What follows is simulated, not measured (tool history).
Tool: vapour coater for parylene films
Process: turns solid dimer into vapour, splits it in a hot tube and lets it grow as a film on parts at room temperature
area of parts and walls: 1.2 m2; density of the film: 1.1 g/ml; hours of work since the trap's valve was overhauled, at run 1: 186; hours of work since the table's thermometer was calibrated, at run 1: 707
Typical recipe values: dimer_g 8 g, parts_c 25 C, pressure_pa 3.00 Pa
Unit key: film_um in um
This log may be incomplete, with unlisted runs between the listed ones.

run	hour	dimer_g	parts_c	pressure_pa	hours of work since the trap's valve was overhauled	hours of work since the table's thermometer was calibrated	film_um
1	0.0	8	25	3.00	186	707	4.03
2	21.5	8	25	3.00	201	722	4.02
3	38.2	8	25	3.00	212	733	4.04
4	67.6	8	25	3.00	232	752	3.91
5	96.5	8	25	3.00	251	772	3.92
6	118.1	8	25	3.00	265	786	3.89
# hour 129.5: trap's valve overhauled
7	149.0	8	28	3.00	13	804	3.49
8	164.9	8	28	3.00	24	815	3.44
9	196.6	8	25	3.00	45	836	3.62
10	227.4	8	25	3.00	65	856	3.58
11	249.7	8	25	3.00	80	871	3.57
12	280.9	8	25	3.00	101	892	3.54
13	302.8	8	25	3.00	116	907	3.49
# hour 309.4: trap's valve overhauled, once more
14	334.4	3	25	3.00	17	925	1.69
15	355.5	8	25	2.43	31	939	4.42
16	378.1	8	25	2.43	46	954	4.41
17	393.1	8	28	3.00	56	964	4.08
18	417.0	8	25	4.97	72	980	4.19
19	440.8	8	25	3.00	88	996	4.35
20	454.8	8	25	3.00	97	1005	4.28
21	473.9	8	35	3.00	110	1018	3.42
22	497.6	8	36	6.86	126	1034	3.15
23	523.5	8	36	6.86	143	1051	3.04
24	539.6	8	36	6.86	154	1062	3.05
25	556.6	8	26	7.72	165	1073	3.73
26	581.1	8	20	2.43	181	1090	4.62
27	611.2	5	22	2.82	201	1110	2.67
28	629.2	8	21	4.00	213	1122	4.31
29	650.9	4	35	9.20	228	1136	1.48
30	672.6	4	35	9.20	242	1151	1.49
31	705.1	8	18	2.88	264	1172	4.57
# hour 720.0: trap's valve overhauled
32	733.1	13	17	6.03	9	1188	8.11
33	764.0	13	17	6.03	29	1209	8.06
34	783.9	6	22	4.36	43	1222	3.40
35	801.3	6	22	4.36	54	1234	3.43
36	818.3	8	37	9.12	66	1245	3.11
37	832.4	8	37	9.12	75	1255	3.12
38	865.0	8	32	7.02	97	1276	3.43
39	887.7	4	21	2.43	112	1292	2.32
40	910.8	8	22	6.22	127	1307	4.27
41	931.1	8	22	6.22	141	1321	4.28

Forecast each of these 3 alternatives for the next run:
A	960.6	8	18	6.22	161	1340	?
B	960.6	8	29	3.06	161	1340	?
C	960.6	5	19	3.00	161	1340	?

run	film_um
A	4.60
B	3.79
C	2.98
Without the tool's unlogged condition, the same runs would have read:
run	film_um
A	4.89
B	4.04
C	3.17
